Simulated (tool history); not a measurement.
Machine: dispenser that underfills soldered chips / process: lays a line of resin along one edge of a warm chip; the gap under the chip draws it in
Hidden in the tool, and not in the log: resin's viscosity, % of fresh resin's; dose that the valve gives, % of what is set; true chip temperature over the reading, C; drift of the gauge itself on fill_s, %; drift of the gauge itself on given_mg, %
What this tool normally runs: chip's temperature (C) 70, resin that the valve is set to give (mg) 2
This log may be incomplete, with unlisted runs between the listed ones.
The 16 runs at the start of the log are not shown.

run   hour  chip's temperature (C)  resin that the valve is set to give (mg)  hours of work since the syringe was changed  hours of work since the valve was cleaned  hours of work since the stage was calibrated  time until the resin shows at the far edge (s)  resin that the valve gave (mg)
 17  104.4                      72                                         2                                            7                                         13                                           231                                              38                           1.982
     109.7  -- new syringe of resin
 18  111.9                      70                                         2                                            2                                         18                                           237                                            26.1                            1.98
 19  120.4                      71                                         2                                            8                                         25                                           243                                            44.3                           1.976
     124.4  -- new syringe of resin
 20  128.2                      64                                      2.49                                            3                                         30                                           249                                            36.9                           2.457
 21  133.5                      66                                      2.53                                            7                                         35                                           253                                            47.5                           2.495
     139.2  -- new syringe of resin
 22  143.3                      66                                      2.39                                            3                                         42                                           260                                            34.8                           2.346
 23  150.5                      66                                      2.49                                            9                                         47                                           266                                            55.6                           2.443
     153.3  -- new syringe of resin
 24  154.9                      69                                      2.23                                            1                                         50                                           269                                            25.6                           2.186
 25  162.6                      78                                      1.96                                            7                                         56                                           275                                            29.3                           1.914
     167.6  -- new syringe of resin
 26    168                      63                                      1.97                                            0                                         60                                           279                                            31.9                           1.936
 27  172.4                      73                                      1.96                                            4                                         64                                           282                                            26.2                           1.921
 28  178.7                      59                                      2.56                                            9                                         69                                           287                                              72                           2.491
     181.9  -- new syringe of resin
 29  184.4                      76                                      2.54                                            2                                         73                                           291                                            18.8                           2.473
 30  189.8                      73                                      2.46                                            6                                         77                                           295                                              32                           2.387
     196.3  -- new syringe of resin
 31  197.8                      68                                      2.11                                            1                                         83                                           301                                            27.2                           2.036
 32  206.3                      68                                      2.11                                            8                                         89                                           308                                            46.5                           2.042
     210.7  -- new syringe of resin
 33    214                      70                                      1.84                                            3                                         95                                           314                                            28.5                           1.776
 34  220.3                      80                                         2                                            7                                        100                                           318                                            26.8                           1.928
     225.3  -- new syringe of resin
 35    228                      85                                      2.11                                            2                                        106                                           324                                              14                           2.036
 36  233.9                      67                                      2.11                                            7                                        110                                           329                                            43.2                           2.024

3 options for the next run, each taken on its own from the tool as it stands now. Forecast them:
  A  238.3                      70                                      2.41                                           10                                        114                                           332                                               ?                               ?
  B  238.3                      61                                       2.2                                           10                                        114                                           332                                               ?                               ?
  C  238.3                      79                                      2.54                                           10                                        114                                           332                                               ?                               ?

run  time until the resin shows at the far edge (s)  resin that the valve gave (mg)
  A                                            50.4                           2.317
  B                                            75.8                           2.107
  C                                              34                           2.444
Take away the tool's hidden state, keep each run's random variation, and the runs would have read:
run  time until the resin shows at the far edge (s)  resin that the valve gave (mg)
  A                                            23.9                           2.415
  B                                            35.9                           2.197
  C                                            16.5                           2.548
